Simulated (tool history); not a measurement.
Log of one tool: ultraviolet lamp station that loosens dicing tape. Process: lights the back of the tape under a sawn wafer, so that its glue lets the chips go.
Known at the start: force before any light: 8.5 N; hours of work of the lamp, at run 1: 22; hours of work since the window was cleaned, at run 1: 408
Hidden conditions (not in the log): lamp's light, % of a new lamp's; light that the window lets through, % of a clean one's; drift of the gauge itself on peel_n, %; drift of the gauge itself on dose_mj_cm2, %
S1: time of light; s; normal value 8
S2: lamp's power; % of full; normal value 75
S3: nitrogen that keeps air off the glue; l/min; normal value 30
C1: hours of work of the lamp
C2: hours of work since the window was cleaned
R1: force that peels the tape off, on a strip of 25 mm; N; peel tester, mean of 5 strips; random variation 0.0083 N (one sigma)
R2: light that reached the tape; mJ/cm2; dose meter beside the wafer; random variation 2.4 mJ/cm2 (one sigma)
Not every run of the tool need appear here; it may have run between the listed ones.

run     day  S1  S2  S3   C1   C2     R1   R2
  1   0.000   8  75  30   22  408  0.431  226
  2   0.200   5  75  30   24  411  1.141  143
  3   0.567   8  75  11   28  415  0.957  227
  4   0.958   8  69  11   33  419  1.138  213
  5   1.250   8  69  11   36  422  1.169  205
  6   1.550   8  75  30   39  426  0.411  224
  7   1.817   8  75  30   42  429  0.447  220
  8   2.133   8  75  11   46  432  1.013  225
  9   2.383   8  70  11   49  435  1.176  210
 10   2.608   8  70  11   51  438  1.204  206
 11   2.854  11  70  11   54  440  0.633  282
 12   3.038   7  70  11   56  442  1.483  178
 13   3.312   7  70  17   59  445  1.123  185
 14   3.638   7  70  17   63  449  1.099  185
 15   3.917   8  75  19   66  452  0.657  221
 16   4.200   6  75  30   69  455  0.831  165
 17   4.592   6  75  30   74  460  0.817  166
 18   4.900   6  75  30   77  463  0.836  164
 19   5.221  11  75  30   81  467  0.271  299
 20   5.542  11  75  30   84  471  0.291  300
 21   5.925  14  65  53   89  475  0.201  332
 22   6.146   5  77  42   91  477  0.875  140
 23   6.550   8  75  14   96  482  0.915  216
 24   6.771   8  75  19   98  484  0.693  218
 25   7.112  14  86  30  102  488  0.196  437
 26   7.354  14  91  56  105  491  0.191  451
 27   7.612   7  87  18  107  494  0.702  216
 28   7.892  14  81  57  111  497  0.199  403
 29   8.258  14  94  20  115  501  0.202  472
 30   8.575   4  85  20  118  505  1.877  120
 31   8.958   4  74  30  123  509  1.843  104
 32   9.196   8  90  10  125  512  0.845  247
 33   9.467   8  78  13  128  515  0.942  225
 34   9.842   8  78  13  133  519  0.921  223
 35  10.029   7  68  13  135  521  1.469  170
 36  10.262   5  73  49  137  524  0.959  123
     10.396  -- window cleaned of glue's vapour
 37  10.688   8  76   9  142    3  0.986  247
 38  10.942   8  76   9  145    6  0.974  243
 39  11.242  15  63   9  148    9  0.422  382

3 options for the next run, each taken on its own from the tool as it stands now. Forecast them:
  A  11.467  13  63  45  151  12   ?   ?
  B  11.467   8  82  30  151  12   ?   ?
  C  11.467   8  63  34  151  12   ?   ?

run     R1   R2
  A  0.208  331
  B  0.321  263
  C  0.483  201
The same runs, with their run-to-run variation unchanged, on a tool lacking any hidden condition would have given:
run     R1   R2
  A  0.201  355
  B  0.287  282
  C  0.419  216

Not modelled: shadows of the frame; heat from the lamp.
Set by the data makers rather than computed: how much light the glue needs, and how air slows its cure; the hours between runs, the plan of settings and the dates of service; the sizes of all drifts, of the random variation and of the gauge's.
